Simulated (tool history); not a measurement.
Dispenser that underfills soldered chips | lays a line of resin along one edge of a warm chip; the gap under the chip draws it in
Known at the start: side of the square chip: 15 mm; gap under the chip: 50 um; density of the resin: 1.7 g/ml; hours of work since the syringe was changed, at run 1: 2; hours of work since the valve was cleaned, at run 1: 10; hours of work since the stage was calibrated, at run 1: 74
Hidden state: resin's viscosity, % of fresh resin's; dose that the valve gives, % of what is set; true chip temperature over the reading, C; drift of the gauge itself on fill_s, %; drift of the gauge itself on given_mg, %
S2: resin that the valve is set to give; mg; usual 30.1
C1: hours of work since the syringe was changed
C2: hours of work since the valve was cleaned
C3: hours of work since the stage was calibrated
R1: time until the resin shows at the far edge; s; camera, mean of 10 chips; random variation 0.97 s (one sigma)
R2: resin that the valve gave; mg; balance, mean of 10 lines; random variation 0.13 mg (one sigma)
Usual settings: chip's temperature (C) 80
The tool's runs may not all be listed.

Run 1, hour 0.0: usual settings; C1 2; C2 10; C3 74. Result: R1 99.8 s, R2 30.05 mg.
Run 2, hour 2.6: usual settings; C1 3; C2 11; C3 76. Result: R1 111.8 s, R2 29.98 mg.
At hour 6.8: new syringe of resin.
Run 3, hour 7.2: usual settings; C1 0; C2 14; C3 79. Result: R1 92.5 s, R2 29.83 mg.
Run 4, hour 12.9: usual settings; C1 4; C2 17; C3 82. Result: R1 118.0 s, R2 29.69 mg.
At hour 16.0: new syringe of resin.
Run 5, hour 16.1: usual settings but S2 25.9 mg; C1 0; C2 19; C3 84. Result: R1 92.6 s, R2 25.40 mg.
Run 6, hour 19.9: usual settings but chip's temperature (C) 71, S2 25.9 mg; C1 2; C2 21; C3 86. Result: R1 161.8 s, R2 25.61 mg.
Run 7, hour 22.8: usual settings but chip's temperature (C) 76, S2 25.9 mg; C1 4; C2 23; C3 88. Result: R1 142.9 s, R2 25.40 mg.
At hour 25.2: new syringe of resin.
Run 8, hour 28.4: usual settings but chip's temperature (C) 68; C1 2; C2 26; C3 91. Result: R1 172.0 s, R2 29.31 mg.
Run 9, hour 32.1: usual settings but chip's temperature (C) 68; C1 4; C2 29; C3 93. Result: R1 199.1 s, R2 29.26 mg.
At hour 34.3: new syringe of resin.
Run 10, hour 37.4: usual settings but chip's temperature (C) 68; C1 2; C2 32; C3 96. Result: R1 170.4 s, R2 29.16 mg.
Run 11, hour 41.1: usual settings but chip's temperature (C) 68; C1 4; C2 34; C3 99. Result: R1 197.6 s, R2 29.41 mg.
At hour 43.5: new syringe of resin.
Run 12, hour 45.0: usual settings but chip's temperature (C) 75; C1 1; C2 36; C3 101. Result: R1 119.0 s, R2 29.17 mg.
Run 13, hour 47.8: usual settings but chip's temperature (C) 82, S2 28.0 mg; C1 3; C2 38; C3 103. Result: R1 101.5 s, R2 26.89 mg.
At hour 52.8: new syringe of resin.
Run 14, hour 52.9: usual settings but chip's temperature (C) 83, S2 30.6 mg; C1 0; C2 41; C3 105. Result: R1 80.6 s, R2 29.42 mg.
Run 15, hour 55.6: usual settings but chip's temperature (C) 94, S2 29.2 mg; C1 2; C2 42; C3 107. Result: R1 58.8 s, R2 28.05 mg.
Run 16, hour 59.6: usual settings but chip's temperature (C) 83, S2 31.4 mg; C1 4; C2 45; C3 110. Result: R1 104.6 s, R2 30.26 mg.
At hour 61.9: new syringe of resin.
Run 17, hour 63.8: usual settings but chip's temperature (C) 83, S2 31.4 mg; C1 1; C2 47; C3 112. Result: R1 86.8 s, R2 30.13 mg.
Run 18, hour 69.5: usual settings but chip's temperature (C) 79, S2 34.4 mg; C1 5; C2 51; C3 115. Result: R1 123.8 s, R2 32.94 mg.
At hour 71.3: new syringe of resin.
Run 19, hour 72.2: usual settings but chip's temperature (C) 86, S2 32.6 mg; C1 1; C2 52; C3 117. Result: R1 73.8 s, R2 31.43 mg.
Run 20, hour 77.7: usual settings but S2 32.1 mg; C1 4; C2 56; C3 120. Result: R1 120.4 s, R2 30.39 mg.
At hour 80.5: new syringe of resin.
Run 21, hour 83.5: usual settings but S2 32.1 mg; C1 2; C2 59; C3 124. Result: R1 102.3 s, R2 30.53 mg.
Run 22, hour 86.0: usual settings but S2 32.1 mg; C1 3; C2 60; C3 125. Result: R1 112.2 s, R2 30.41 mg.
At hour 89.6: new syringe of resin.
Run 23, hour 89.6: usual settings but chip's temperature (C) 88, S2 31.8 mg; C1 0; C2 62; C3 127. Result: R1 64.2 s, R2 30.22 mg.
Run 24, hour 94.6: usual settings but chip's temperature (C) 70, S2 33.8 mg; C1 3; C2 65; C3 130. Result: R1 162.0 s, R2 31.94 mg.

3 ways to go on from here, each from the tool as it stands after run 24. What would each give?
At hour 98.8: new syringe of resin.
Run A, hour 100.4: usual settings but chip's temperature (C) 88, S2 27.4 mg; C1 1; C2 69; C3 133. Result: R1 ?, R2 ?.
At hour 98.8: new syringe of resin.
Run B, hour 100.4: usual settings but chip's temperature (C) 82; C1 1; C2 69; C3 133. Result: R1 ?, R2 ?.
At hour 98.8: new syringe of resin.
Run C, hour 100.4: usual settings but chip's temperature (C) 77, S2 37.6 mg; C1 1; C2 69; C3 133. Result: R1 ?, R2 ?.

run     R1     R2
  A   73.8  25.75
  B   91.5  28.40
  C  108.3  35.46
Without the tool's hidden state the same runs would have given:
run     R1     R2
  A   69.2  27.35
  B   86.2  30.16
  C  102.8  37.66

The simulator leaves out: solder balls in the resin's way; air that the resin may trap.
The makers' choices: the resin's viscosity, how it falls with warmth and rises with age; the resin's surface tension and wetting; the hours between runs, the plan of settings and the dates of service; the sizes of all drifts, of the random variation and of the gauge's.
